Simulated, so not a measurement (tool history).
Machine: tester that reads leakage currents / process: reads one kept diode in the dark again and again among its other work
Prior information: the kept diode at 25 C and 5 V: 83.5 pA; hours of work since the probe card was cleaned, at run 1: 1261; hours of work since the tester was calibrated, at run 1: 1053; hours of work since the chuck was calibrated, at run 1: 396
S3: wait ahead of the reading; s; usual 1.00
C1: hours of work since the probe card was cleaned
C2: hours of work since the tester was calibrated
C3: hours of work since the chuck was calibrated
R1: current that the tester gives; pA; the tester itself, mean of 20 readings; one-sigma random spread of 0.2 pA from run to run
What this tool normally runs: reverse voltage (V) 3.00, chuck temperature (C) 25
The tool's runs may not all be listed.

{"run": 1, "hour": 0.0, "reverse voltage (V)": 3.0, "chuck temperature (C)": 25, "S3": 1.0, "C1": 1261, "C2": 1053, "C3": 396, "R1": 63.34}
{"run": 2, "hour": 106.0, "reverse voltage (V)": 2.19, "chuck temperature (C)": 25, "S3": 1.0, "C1": 1336, "C2": 1129, "C3": 472, "R1": 53.93}
{"run": 3, "hour": 213.7, "reverse voltage (V)": 2.19, "chuck temperature (C)": 25, "S3": 5.84, "C1": 1413, "C2": 1206, "C3": 548, "R1": 53.58}
{"hour": 284.9, "done": "probe card cleaned and baked"}
{"run": 4, "hour": 289.1, "reverse voltage (V)": 2.19, "chuck temperature (C)": 25, "S3": 5.84, "C1": 3, "C2": 1257, "C3": 600, "R1": 52.61}
{"run": 5, "hour": 383.7, "reverse voltage (V)": 3.0, "chuck temperature (C)": 25, "S3": 2.18, "C1": 70, "C2": 1324, "C3": 667, "R1": 60.68}
{"run": 6, "hour": 431.8, "reverse voltage (V)": 3.0, "chuck temperature (C)": 25, "S3": 2.18, "C1": 104, "C2": 1359, "C3": 702, "R1": 60.72}
{"run": 7, "hour": 515.4, "reverse voltage (V)": 6.15, "chuck temperature (C)": 25, "S3": 2.18, "C1": 164, "C2": 1418, "C3": 761, "R1": 83.75}
{"run": 8, "hour": 581.0, "reverse voltage (V)": 6.15, "chuck temperature (C)": 25, "S3": 2.18, "C1": 211, "C2": 1465, "C3": 808, "R1": 83.55}
{"run": 9, "hour": 673.3, "reverse voltage (V)": 1.7, "chuck temperature (C)": 25, "S3": 2.18, "C1": 276, "C2": 1530, "C3": 873, "R1": 45.2}
{"run": 10, "hour": 777.0, "reverse voltage (V)": 1.7, "chuck temperature (C)": 25, "S3": 2.18, "C1": 350, "C2": 1604, "C3": 947, "R1": 45.15}
{"run": 11, "hour": 877.8, "reverse voltage (V)": 1.7, "chuck temperature (C)": 25, "S3": 2.18, "C1": 422, "C2": 1676, "C3": 1019, "R1": 44.54}
{"run": 12, "hour": 956.0, "reverse voltage (V)": 3.0, "chuck temperature (C)": 25, "S3": 1.0, "C1": 478, "C2": 1732, "C3": 1075, "R1": 58.19}
{"run": 13, "hour": 1017.6, "reverse voltage (V)": 2.23, "chuck temperature (C)": 25, "S3": 1.0, "C1": 521, "C2": 1776, "C3": 1118, "R1": 50.2}
{"run": 14, "hour": 1119.8, "reverse voltage (V)": 2.23, "chuck temperature (C)": 25, "S3": 1.0, "C1": 594, "C2": 1848, "C3": 1191, "R1": 50.03}
{"run": 15, "hour": 1198.6, "reverse voltage (V)": 1.22, "chuck temperature (C)": 31, "S3": 5.6, "C1": 650, "C2": 1904, "C3": 1247, "R1": 61.9}
{"run": 16, "hour": 1301.9, "reverse voltage (V)": 7.18, "chuck temperature (C)": 25, "S3": 0.36, "C1": 724, "C2": 1978, "C3": 1321, "R1": 87.01}
{"run": 17, "hour": 1370.3, "reverse voltage (V)": 1.68, "chuck temperature (C)": 56, "S3": 0.36, "C1": 772, "C2": 2027, "C3": 1369, "R1": 491.22}
{"run": 18, "hour": 1418.2, "reverse voltage (V)": 1.68, "chuck temperature (C)": 56, "S3": 0.36, "C1": 806, "C2": 2061, "C3": 1404, "R1": 489.42}
{"run": 19, "hour": 1473.6, "reverse voltage (V)": 1.68, "chuck temperature (C)": 56, "S3": 0.36, "C1": 846, "C2": 2100, "C3": 1443, "R1": 484.61}
{"run": 20, "hour": 1549.6, "reverse voltage (V)": 4.07, "chuck temperature (C)": 23, "S3": 0.36, "C1": 900, "C2": 2154, "C3": 1497, "R1": 54.6}
{"run": 21, "hour": 1601.9, "reverse voltage (V)": 19.23, "chuck temperature (C)": 28, "S3": 4.31, "C1": 937, "C2": 2191, "C3": 1534, "R1": 170.86}
{"run": 22, "hour": 1653.9, "reverse voltage (V)": 2.23, "chuck temperature (C)": 41, "S3": 0.8, "C1": 974, "C2": 2228, "C3": 1571, "R1": 177.9}
{"run": 23, "hour": 1741.1, "reverse voltage (V)": 2.23, "chuck temperature (C)": 37, "S3": 0.99, "C1": 1036, "C2": 2290, "C3": 1633, "R1": 128.81}
{"run": 24, "hour": 1799.3, "reverse voltage (V)": 13.72, "chuck temperature (C)": 27, "S3": 4.72, "C1": 1078, "C2": 2332, "C3": 1675, "R1": 133.19}
{"run": 25, "hour": 1850.4, "reverse voltage (V)": 13.72, "chuck temperature (C)": 27, "S3": 4.72, "C1": 1114, "C2": 2368, "C3": 1711, "R1": 132.01}

Forecast each of these 5 alternatives for the next run:
{"run": "A", "hour": 1949.9, "reverse voltage (V)": 13.72, "chuck temperature (C)": 26, "S3": 0.78, "C1": 1185, "C2": 2439, "C3": 1782, "R1": "?"}
{"run": "B", "hour": 1949.9, "reverse voltage (V)": 13.72, "chuck temperature (C)": 26, "S3": 2.13, "C1": 1185, "C2": 2439, "C3": 1782, "R1": "?"}
{"run": "C", "hour": 1949.9, "reverse voltage (V)": 3.0, "chuck temperature (C)": 40, "S3": 0.72, "C1": 1185, "C2": 2439, "C3": 1782, "R1": "?"}
{"run": "D", "hour": 1949.9, "reverse voltage (V)": 2.14, "chuck temperature (C)": 34, "S3": 1.0, "C1": 1185, "C2": 2439, "C3": 1782, "R1": "?"}
{"run": "E", "hour": 1949.9, "reverse voltage (V)": 1.44, "chuck temperature (C)": 48, "S3": 0.88, "C1": 1185, "C2": 2439, "C3": 1782, "R1": "?"}

run=A R1=121.73
run=B R1=120.67
run=C R1=184.79
run=D R1=97.19
run=E R1=242.75
What these runs would have given with no unlogged condition in the tool:
run=A R1=146.68
run=B R1=145.59
run=C R1=225.66
run=D R1=119.36
run=E R1=294.68
